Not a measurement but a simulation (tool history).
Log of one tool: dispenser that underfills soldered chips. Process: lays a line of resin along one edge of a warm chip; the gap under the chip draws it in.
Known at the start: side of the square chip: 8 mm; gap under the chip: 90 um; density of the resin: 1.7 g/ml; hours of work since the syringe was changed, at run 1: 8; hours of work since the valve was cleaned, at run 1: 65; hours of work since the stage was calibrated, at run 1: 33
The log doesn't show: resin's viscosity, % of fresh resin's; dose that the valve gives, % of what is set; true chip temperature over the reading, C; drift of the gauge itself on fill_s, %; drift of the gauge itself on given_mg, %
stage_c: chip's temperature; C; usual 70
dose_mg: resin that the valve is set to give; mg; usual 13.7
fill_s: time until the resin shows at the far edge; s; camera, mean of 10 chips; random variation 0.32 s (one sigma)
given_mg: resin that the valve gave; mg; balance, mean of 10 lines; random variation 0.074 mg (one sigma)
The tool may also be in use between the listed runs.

run,hour,stage_c,dose_mg,hours of work since the syringe was changed,hours of work since the valve was cleaned,hours of work since the stage was calibrated,fill_s,given_mg
1,0.0,70,13.7,8,65,33,18.7,13.25
# hour 3.6: new syringe of resin
2,8.9,70,13.7,4,71,39,15.0,13.16
3,16.7,70,13.7,10,77,45,20.4,13.05
# hour 18.7: new syringe of resin
4,22.7,70,13.7,3,81,49,13.5,13.14
5,30.7,70,13.7,9,87,55,20.2,12.99
# hour 33.3: new syringe of resin
6,40.8,70,13.7,5,94,62,15.7,12.92
# hour 47.9: new syringe of resin
7,51.5,70,16.5,3,102,70,12.9,15.58
8,58.8,70,15.4,8,107,75,19.1,14.59
# hour 63.1: new syringe of resin
9,66.4,70,13.7,2,113,80,13.7,13.02
10,71.9,70,16.3,7,117,85,17.1,15.24
# hour 78.4: new syringe of resin
11,80.6,63,13.7,2,123,91,16.2,12.79
12,89.5,63,13.7,8,129,97,24.2,12.84
# hour 93.7: new syringe of resin
13,100.9,60,13.7,5,138,105,23.2,12.62
# hour 109.3: new syringe of resin
14,109.4,57,13.7,0,144,111,18.3,12.64
15,114.9,57,13.7,4,148,115,24.2,12.76
# hour 118.1: dispensing valve cleaned and set on the balance
# hour 124.9: new syringe of resin
16,125.7,57,13.7,1,5,122,18.0,13.67
17,134.5,74,13.7,7,12,129,15.2,13.55
# hour 140.3: new syringe of resin
18,141.0,74,13.7,1,16,133,10.5,13.63
19,150.5,70,13.7,7,23,140,17.6,13.41
# hour 154.9: new syringe of resin
20,157.7,63,14.5,2,28,146,15.9,14.32
21,163.2,69,13.6,6,32,150,17.1,13.32
# hour 169.6: new syringe of resin
22,173.7,68,17.8,3,40,157,14.5,17.27
23,181.3,68,17.8,9,46,163,20.6,17.43
# hour 184.8: new syringe of resin
24,186.7,68,17.8,1,49,166,12.5,17.12
25,195.5,68,12.9,8,56,173,21.2,12.45
# hour 199.8: new syringe of resin
26,202.5,72,15.9,2,61,178,11.8,15.39
27,212.0,75,13.9,9,68,185,16.3,13.30
# hour 214.8: new syringe of resin
28,221.1,58,11.8,5,74,191,24.9,11.18
29,226.6,58,11.8,9,78,195,32.2,11.31
# hour 229.8: new syringe of resin
30,236.5,58,16.6,5,85,202,23.7,15.95
31,241.9,58,15.5,9,89,206,30.5,14.73
# hour 245.0: new syringe of resin
32,253.0,58,15.5,6,97,214,25.6,14.52
# hour 259.7: new syringe of resin
33,264.7,58,16.4,4,105,223,20.8,15.47
# hour 274.3: new syringe of resin
34,274.9,84,17.3,0,113,230,7.4,16.19

Hidden state or all else? Some run-to-run changes of fill_s, split into what the settings, what came in and random variation would give without the hidden state, and what is left for the hidden state (with any gauge scatter that isn't in both results):
Run 11 -> 12: no setting changed, nothing entered. fill_s +8.0 s: hidden state +8.6, all else -0.6.
Run 23 -> 24: new syringe of resin. fill_s -8.1 s: hidden state -8.1, all else +0.0.
Run 24 -> 25: dose_mg 17.8 -> 12.9. fill_s +8.7 s: hidden state +7.3, all else +1.4.
Run 25 -> 26: stage_c 68 -> 72, dose_mg 12.9 -> 15.9, new syringe of resin. fill_s -9.4 s: hidden state -6.8, all else -2.6.
Run 29 -> 30: dose_mg 11.8 -> 16.6, new syringe of resin. fill_s -8.5 s: hidden state -7.7, all else -0.8.
Run 33 -> 34: stage_c 58 -> 84, dose_mg 16.4 -> 17.3, new syringe of resin. fill_s -13.4 s: hidden state -4.7, all else -8.7.
